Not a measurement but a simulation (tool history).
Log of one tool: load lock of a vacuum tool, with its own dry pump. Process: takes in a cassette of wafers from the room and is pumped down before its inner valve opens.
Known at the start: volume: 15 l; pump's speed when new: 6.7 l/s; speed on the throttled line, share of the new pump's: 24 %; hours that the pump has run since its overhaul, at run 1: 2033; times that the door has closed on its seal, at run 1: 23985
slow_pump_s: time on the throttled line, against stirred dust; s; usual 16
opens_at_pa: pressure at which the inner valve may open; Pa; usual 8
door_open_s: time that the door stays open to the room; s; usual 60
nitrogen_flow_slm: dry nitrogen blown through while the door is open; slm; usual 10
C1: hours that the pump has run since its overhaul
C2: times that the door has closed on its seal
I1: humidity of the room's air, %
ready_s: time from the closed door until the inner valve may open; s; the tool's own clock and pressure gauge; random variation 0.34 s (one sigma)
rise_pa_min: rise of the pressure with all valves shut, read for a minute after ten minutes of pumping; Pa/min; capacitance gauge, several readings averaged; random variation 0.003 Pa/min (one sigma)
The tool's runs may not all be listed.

Run 1, hour 0.0: usual settings; C1 2033; C2 23985; I1 47.6. Result: ready_s 34.1 s, rise_pa_min 0.233 Pa/min.
Run 2, hour 94.2: usual settings; C1 2127; C2 24245; I1 43.8. Result: ready_s 34.1 s, rise_pa_min 0.241 Pa/min.
Run 3, hour 152.4: usual settings; C1 2185; C2 24405; I1 42.7. Result: ready_s 33.9 s, rise_pa_min 0.240 Pa/min.
Run 4, hour 206.3: usual settings but nitrogen_flow_slm 25 slm; C1 2239; C2 24554; I1 43.1. Result: ready_s 34.1 s, rise_pa_min 0.220 Pa/min.
Run 5, hour 298.6: usual settings but nitrogen_flow_slm 25 slm; C1 2331; C2 24809; I1 41.7. Result: ready_s 34.6 s, rise_pa_min 0.226 Pa/min.
Run 6, hour 400.6: usual settings but nitrogen_flow_slm 25 slm; C1 2433; C2 25090; I1 39.7. Result: ready_s 34.7 s, rise_pa_min 0.235 Pa/min.
Run 7, hour 450.8: usual settings; C1 2483; C2 25229; I1 42.6. Result: ready_s 33.8 s, rise_pa_min 0.256 Pa/min.
Run 8, hour 554.9: usual settings but door_open_s 54 s; C1 2587; C2 25516; I1 45.1. Result: ready_s 34.2 s, rise_pa_min 0.253 Pa/min.
Run 9, hour 663.0: usual settings but door_open_s 54 s; C1 2695; C2 25814; I1 43.6. Result: ready_s 33.8 s, rise_pa_min 0.250 Pa/min.
Run 10, hour 754.2: usual settings but door_open_s 54 s; C1 2787; C2 26066; I1 47.2. Result: ready_s 34.0 s, rise_pa_min 0.272 Pa/min.
Run 11, hour 824.7: usual settings but door_open_s 54 s; C1 2857; C2 26261; I1 45.0. Result: ready_s 34.2 s, rise_pa_min 0.263 Pa/min.
Run 12, hour 872.3: usual settings but door_open_s 54 s, nitrogen_flow_slm 9 slm; C1 2905; C2 26392; I1 40.3. Result: ready_s 34.4 s, rise_pa_min 0.262 Pa/min.
Run 13, hour 935.5: usual settings but door_open_s 199 s, nitrogen_flow_slm 9 slm; C1 2968; C2 26567; I1 43.5. Result: ready_s 34.0 s, rise_pa_min 0.282 Pa/min.
Run 14, hour 987.9: usual settings but slow_pump_s 27 s, door_open_s 199 s, nitrogen_flow_slm 9 slm; C1 3020; C2 26711; I1 47.2. Result: ready_s 43.0 s, rise_pa_min 0.296 Pa/min.
Run 15, hour 1079.6: usual settings but slow_pump_s 27 s, door_open_s 199 s, nitrogen_flow_slm 9 slm; C1 3112; C2 26964; I1 42.3. Result: ready_s 42.2 s, rise_pa_min 0.289 Pa/min.
Run 16, hour 1131.4: usual settings but slow_pump_s 27 s, door_open_s 199 s, nitrogen_flow_slm 9 slm; C1 3164; C2 27107; I1 41.1. Result: ready_s 43.4 s, rise_pa_min 0.285 Pa/min.
Run 17, hour 1191.1: usual settings; C1 3224; C2 27272; I1 46.9. Result: ready_s 34.2 s, rise_pa_min 0.279 Pa/min.
Run 18, hour 1281.5: usual settings but nitrogen_flow_slm 12 slm; C1 3314; C2 27522; I1 41.9. Result: ready_s 35.0 s, rise_pa_min 0.278 Pa/min.
Run 19, hour 1333.9: usual settings but slow_pump_s 15 s; C1 3366; C2 27666; I1 44.0. Result: ready_s 33.7 s, rise_pa_min 0.292 Pa/min.
Run 20, hour 1415.1: usual settings but slow_pump_s 9 s, door_open_s 28 s, nitrogen_flow_slm 7 slm; C1 3448; C2 27890; I1 41.1. Result: ready_s 29.0 s, rise_pa_min 0.284 Pa/min.
Run 21, hour 1471.0: usual settings but slow_pump_s 9 s, door_open_s 28 s, nitrogen_flow_slm 7 slm; C1 3504; C2 28045; I1 44.5. Result: ready_s 28.4 s, rise_pa_min 0.282 Pa/min.
Run 22, hour 1570.1: usual settings but opens_at_pa 15 Pa; C1 3603; C2 28318; I1 41.9. Result: ready_s 32.8 s, rise_pa_min 0.292 Pa/min.
Run 23, hour 1618.2: usual settings but opens_at_pa 15 Pa; C1 3651; C2 28451; I1 43.9. Result: ready_s 32.4 s, rise_pa_min 0.287 Pa/min.
Run 24, hour 1663.8: usual settings but nitrogen_flow_slm 8 slm; C1 3696; C2 28577; I1 44.8. Result: ready_s 34.6 s, rise_pa_min 0.297 Pa/min.
Run 25, hour 1759.9: usual settings but nitrogen_flow_slm 8 slm; C1 3792; C2 28842; I1 44.7. Result: ready_s 34.3 s, rise_pa_min 0.304 Pa/min.
Run 26, hour 1821.0: usual settings but door_open_s 45 s, nitrogen_flow_slm 7 slm; C1 3854; C2 29011; I1 42.8. Result: ready_s 34.1 s, rise_pa_min 0.305 Pa/min.
Run 27, hour 1917.6: usual settings but opens_at_pa 7 Pa, door_open_s 45 s, nitrogen_flow_slm 12 slm; C1 3950; C2 29277; I1 43.2. Result: ready_s 35.4 s, rise_pa_min 0.291 Pa/min.
Run 28, hour 1992.2: usual settings but opens_at_pa 15 Pa, nitrogen_flow_slm 38 slm; C1 4025; C2 29483; I1 43.0. Result: ready_s 32.7 s, rise_pa_min 0.290 Pa/min.
Run 29, hour 2063.3: usual settings but slow_pump_s 20 s, opens_at_pa 7 Pa, door_open_s 32 s, nitrogen_flow_slm 21 slm; C1 4096; C2 29679; I1 45.6. Result: ready_s 38.0 s, rise_pa_min 0.299 Pa/min.
Run 30, hour 2147.3: usual settings but slow_pump_s 26 s, door_open_s 150 s, nitrogen_flow_slm 4 slm; C1 4180; C2 29911; I1 45.5. Result: ready_s 41.7 s, rise_pa_min 0.347 Pa/min.
Run 31, hour 2255.0: usual settings but slow_pump_s 26 s, door_open_s 150 s, nitrogen_flow_slm 4 slm; C1 4288; C2 30209; I1 43.5. Result: ready_s 42.1 s, rise_pa_min 0.338 Pa/min.
Run 32, hour 2301.5: usual settings but slow_pump_s 17 s, opens_at_pa 10 Pa, door_open_s 131 s, nitrogen_flow_slm 15 slm; C1 4334; C2 30337; I1 44.6. Result: ready_s 34.3 s, rise_pa_min 0.329 Pa/min.
Run 33, hour 2407.8: usual settings but slow_pump_s 13 s, opens_at_pa 10 Pa, nitrogen_flow_slm 12 slm; C1 4440; C2 30630; I1 46.4. Result: ready_s 31.7 s, rise_pa_min 0.327 Pa/min.
Run 34, hour 2489.7: usual settings but slow_pump_s 13 s, opens_at_pa 10 Pa, nitrogen_flow_slm 12 slm; C1 4522; C2 30856; I1 40.1. Result: ready_s 31.7 s, rise_pa_min 0.324 Pa/min.
Run 35, hour 2588.6: usual settings but slow_pump_s 13 s, opens_at_pa 12 Pa, door_open_s 76 s, nitrogen_flow_slm 12 slm; C1 4621; C2 31129; I1 45.6. Result: ready_s 31.2 s, rise_pa_min 0.333 Pa/min.
Run 36, hour 2657.3: usual settings but slow_pump_s 21 s, opens_at_pa 12 Pa, door_open_s 76 s, nitrogen_flow_slm 28 slm; C1 4690; C2 31319; I1 46.8. Result: ready_s 37.0 s, rise_pa_min 0.325 Pa/min.
Run 37, hour 2729.9: usual settings but slow_pump_s 21 s, opens_at_pa 12 Pa, door_open_s 76 s, nitrogen_flow_slm 28 slm; C1 4762; C2 31519; I1 41.8. Result: ready_s 37.5 s, rise_pa_min 0.324 Pa/min.
Run 38, hour 2842.3: usual settings but slow_pump_s 32 s, opens_at_pa 7 Pa; C1 4875; C2 31829; I1 44.1. Result: ready_s 47.6 s, rise_pa_min 0.345 Pa/min.

The same runs without the tool's hidden state, with the same run-to-run variation:
The hidden state here: pump's speed, % of a new pump's; leak at the door's seal, Pa l/s; drift of the gauge itself on ready_s, %; drift of the gauge itself on rise_pa_min, %.
run  ready_s  rise_pa_min
  1     33.7        0.046
  2     33.6        0.049
  3     33.4        0.046
  4     33.6        0.028
  5     34.1        0.027
  6     34.2        0.027
  7     33.3        0.046
  8     33.8        0.045
  9     33.3        0.039
 10     33.5        0.051
 11     33.6        0.043
 12     33.9        0.041
 13     33.5        0.061
 14     42.5        0.067
 15     41.8        0.060
 16     42.9        0.057
 17     33.7        0.046
 18     34.5        0.040
 19     33.1        0.052
 20     28.3        0.040
 21     27.7        0.040
 22     32.3        0.046
 23     31.8        0.042
 24     34.0        0.047
 25     33.7        0.050
 26     33.5        0.048
 27     34.8        0.036
 28     32.1        0.024
 29     37.3        0.030
 30     41.1        0.074
 31     41.5        0.069
 32     33.7        0.053
 33     30.9        0.044
 34     31.0        0.038
 35     30.6        0.046
 36     36.4        0.036
 37     36.8        0.031
 38     46.9        0.047
